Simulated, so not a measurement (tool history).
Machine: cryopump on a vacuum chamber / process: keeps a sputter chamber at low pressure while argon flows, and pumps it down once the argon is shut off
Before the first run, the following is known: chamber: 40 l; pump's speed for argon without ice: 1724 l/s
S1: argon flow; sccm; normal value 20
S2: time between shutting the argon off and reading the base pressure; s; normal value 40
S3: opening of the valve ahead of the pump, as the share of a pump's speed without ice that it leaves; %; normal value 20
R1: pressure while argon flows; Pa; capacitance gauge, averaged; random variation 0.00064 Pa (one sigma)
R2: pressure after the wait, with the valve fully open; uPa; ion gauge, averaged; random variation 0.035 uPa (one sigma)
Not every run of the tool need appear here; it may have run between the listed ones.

Run 1, day 0.000: usual settings. Result: R1 0.0990 Pa, R2 1.98 uPa.
Run 2, day 0.900: usual settings but S2 41 s. Result: R1 0.0985 Pa, R2 1.97 uPa.
Run 3, day 1.800: usual settings but S1 30 sccm, S2 41 s. Result: R1 0.1496 Pa, R2 1.91 uPa.
Run 4, day 3.242: usual settings but S1 12 sccm, S2 41 s. Result: R1 0.0603 Pa, R2 1.93 uPa.
Run 5, day 5.338: usual settings but S1 19 sccm. Result: R1 0.0953 Pa, R2 2.02 uPa.
Run 6, day 7.196: usual settings but S1 19 sccm. Result: R1 0.0959 Pa, R2 2.08 uPa.
Run 7, day 8.575: usual settings but S1 19 sccm. Result: R1 0.0958 Pa, R2 2.09 uPa.
Run 8, day 9.596: usual settings. Result: R1 0.1017 Pa, R2 2.11 uPa.
Run 9, day 11.600: usual settings. Result: R1 0.1037 Pa, R2 2.08 uPa.
Run 10, day 13.617: usual settings but S2 122 s. Result: R1 0.1022 Pa, R2 0.99 uPa.
Run 11, day 15.350: usual settings but S2 122 s. Result: R1 0.1033 Pa, R2 1.02 uPa.
Run 12, day 17.196: usual settings but S2 76 s. Result: R1 0.1043 Pa, R2 1.39 uPa.
Run 13, day 18.704: usual settings but S2 76 s. Result: R1 0.1046 Pa, R2 1.39 uPa.
Run 14, day 20.104: usual settings but S2 76 s. Result: R1 0.1048 Pa, R2 1.43 uPa.
Run 15, day 21.196: usual settings but S2 76 s. Result: R1 0.1064 Pa, R2 1.44 uPa.
Run 16, day 22.538: usual settings but S2 76 s. Result: R1 0.1054 Pa, R2 1.44 uPa.
Run 17, day 24.017: usual settings but S2 74 s. Result: R1 0.1069 Pa, R2 1.48 uPa.
Run 18, day 25.600: usual settings but S2 74 s. Result: R1 0.1084 Pa, R2 1.50 uPa.
At day 26.388: pump warmed up, emptied and cooled again.
Run 19, day 27.062: usual settings but S2 74 s. Result: R1 0.0987 Pa, R2 1.34 uPa.
Run 20, day 28.858: usual settings but S2 74 s. Result: R1 0.0983 Pa, R2 1.35 uPa.
Run 21, day 30.362: usual settings but S1 12 sccm, S3 36 %. Result: R1 0.0331 Pa, R2 2.18 uPa.
Run 22, day 31.929: usual settings but S1 30 sccm, S2 220 s, S3 41 %. Result: R1 0.0735 Pa, R2 0.82 uPa.
Run 23, day 33.754: usual settings but S1 12 sccm, S2 44 s, S3 47 %. Result: R1 0.0272 Pa, R2 2.07 uPa.
Run 24, day 35.292: usual settings but S1 22 sccm, S3 28 %. Result: R1 0.0795 Pa, R2 2.28 uPa.
Run 25, day 36.779: usual settings but S1 22 sccm, S2 34 s, S3 29 %. Result: R1 0.0779 Pa, R2 2.51 uPa.
Run 26, day 37.888: usual settings but S1 15 sccm, S2 187 s. Result: R1 0.0756 Pa, R2 0.89 uPa.
Run 27, day 39.875: usual settings but S1 15 sccm, S2 187 s. Result: R1 0.0759 Pa, R2 0.96 uPa.
Run 28, day 41.350: usual settings but S1 15 sccm, S2 125 s, S3 34 %. Result: R1 0.0456 Pa, R2 1.12 uPa.
Run 29, day 42.729: usual settings but S1 15 sccm, S2 125 s, S3 34 %. Result: R1 0.0459 Pa, R2 1.16 uPa.
Run 30, day 43.679: usual settings but S1 15 sccm, S2 125 s, S3 34 %. Result: R1 0.0472 Pa, R2 1.17 uPa.
Run 31, day 45.333: usual settings but S1 29 sccm, S2 125 s, S3 34 %. Result: R1 0.0923 Pa, R2 1.21 uPa.
Run 32, day 46.550: usual settings but S1 29 sccm, S2 125 s, S3 34 %. Result: R1 0.0926 Pa, R2 1.20 uPa.
Run 33, day 47.975: usual settings but S1 29 sccm, S2 125 s, S3 34 %. Result: R1 0.0931 Pa, R2 1.22 uPa.
Run 34, day 49.104: usual settings but S1 29 sccm, S2 125 s, S3 34 %. Result: R1 0.0945 Pa, R2 1.25 uPa.
Run 35, day 50.800: usual settings but S1 29 sccm, S2 125 s, S3 34 %. Result: R1 0.0962 Pa, R2 1.31 uPa.

Branching from run 35: 3 alternative next runs. What would each branch give?
Run A, day 51.783: usual settings but S1 35 sccm, S2 119 s, S3 54 %. Result: R1 ?, R2 ?.
Run B, day 51.783: usual settings but S1 23 sccm, S2 46 s, S3 36 %. Result: R1 ?, R2 ?.
Run C, day 51.783: usual settings but S1 18 sccm, S2 61 s, S3 25 %. Result: R1 ?, R2 ?.

run      R1    R2
  A  0.0784  1.33
  B  0.0729  2.28
  C  0.0773  1.87
With the hidden condition removed and each run's random variation left untouched, the same runs would have given:
run      R1    R2
  A  0.0638  0.73
  B  0.0633  1.68
  C  0.0699  1.27
